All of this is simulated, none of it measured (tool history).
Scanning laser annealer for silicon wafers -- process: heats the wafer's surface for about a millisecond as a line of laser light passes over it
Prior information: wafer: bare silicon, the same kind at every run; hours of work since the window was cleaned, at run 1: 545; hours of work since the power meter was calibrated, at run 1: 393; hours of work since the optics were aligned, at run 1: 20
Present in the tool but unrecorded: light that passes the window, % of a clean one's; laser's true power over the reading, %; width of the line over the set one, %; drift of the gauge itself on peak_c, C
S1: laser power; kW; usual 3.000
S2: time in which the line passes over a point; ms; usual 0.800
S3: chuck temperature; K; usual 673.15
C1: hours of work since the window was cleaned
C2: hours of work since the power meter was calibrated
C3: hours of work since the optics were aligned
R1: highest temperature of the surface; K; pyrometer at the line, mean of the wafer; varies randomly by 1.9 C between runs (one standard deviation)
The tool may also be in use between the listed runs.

run	day	S1	S2	S3	C1	C2	C3	R1
1	0.000	3.000	0.800	673.15	545	393	20	1456.15
2	0.996	3.000	0.800	673.15	559	406	34	1452.15
3	1.529	3.000	0.800	673.15	566	414	41	1451.15
4	2.425	3.044	0.800	673.15	579	426	54	1466.15
5	3.350	3.044	0.800	673.15	592	439	67	1465.15
6	4.142	3.000	0.800	673.15	602	450	78	1449.15
7	4.888	3.000	0.800	673.15	613	460	88	1445.15
8	5.658	3.000	0.800	673.15	624	471	99	1451.15
9	6.667	3.000	0.800	673.15	637	485	113	1443.15
10	7.379	3.000	0.800	673.15	647	495	122	1446.15
11	7.875	3.000	0.800	673.15	654	502	129	1446.15
12	8.296	3.000	0.800	673.15	660	508	135	1445.15
13	9.167	3.000	0.800	673.15	672	520	147	1443.15
14	9.871	3.000	0.800	673.15	682	529	157	1439.15
15	10.562	3.000	0.800	673.15	691	539	167	1439.15
16	11.350	3.000	0.800	673.15	702	550	178	1437.15
17	11.858	3.000	0.800	673.15	710	557	185	1436.15
18	12.325	3.086	0.800	673.15	716	564	191	1470.15
19	13.192	3.086	0.800	673.15	728	576	203	1467.15
20	14.121	3.086	0.800	673.15	741	588	216	1462.15
21	15.067	3.000	0.800	673.15	754	602	229	1432.15
# day 15.246: window over the wafer cleaned
22	15.921	3.000	0.800	673.15	9	612	240	1490.15
23	16.462	2.899	0.614	673.15	17	620	247	1362.15
24	17.367	3.000	0.855	670.15	29	632	260	1510.15
25	18.075	3.226	0.962	673.15	39	642	270	1653.15
26	19.112	3.085	0.964	673.15	54	657	284	1595.15
27	20.121	3.202	0.621	710.15	68	670	298	1490.15
28	20.996	3.280	0.895	654.15	80	683	310	1618.15
29	21.838	3.000	0.824	664.15	91	694	322	1485.15
30	22.262	3.000	0.824	664.15	97	700	328	1485.15
31	22.746	3.000	0.824	664.15	104	707	334	1481.15
32	23.317	3.000	0.654	684.15	112	715	342	1414.15
33	23.858	3.000	0.692	663.15	119	722	350	1415.15

Predict the results of run 34:
34	24.458	2.881	0.800	660.15	128	731	358	?

Run 34 yielded R1 1429.15 K.
With no hidden state in the tool, this same run would have given R1 1450.15 K.
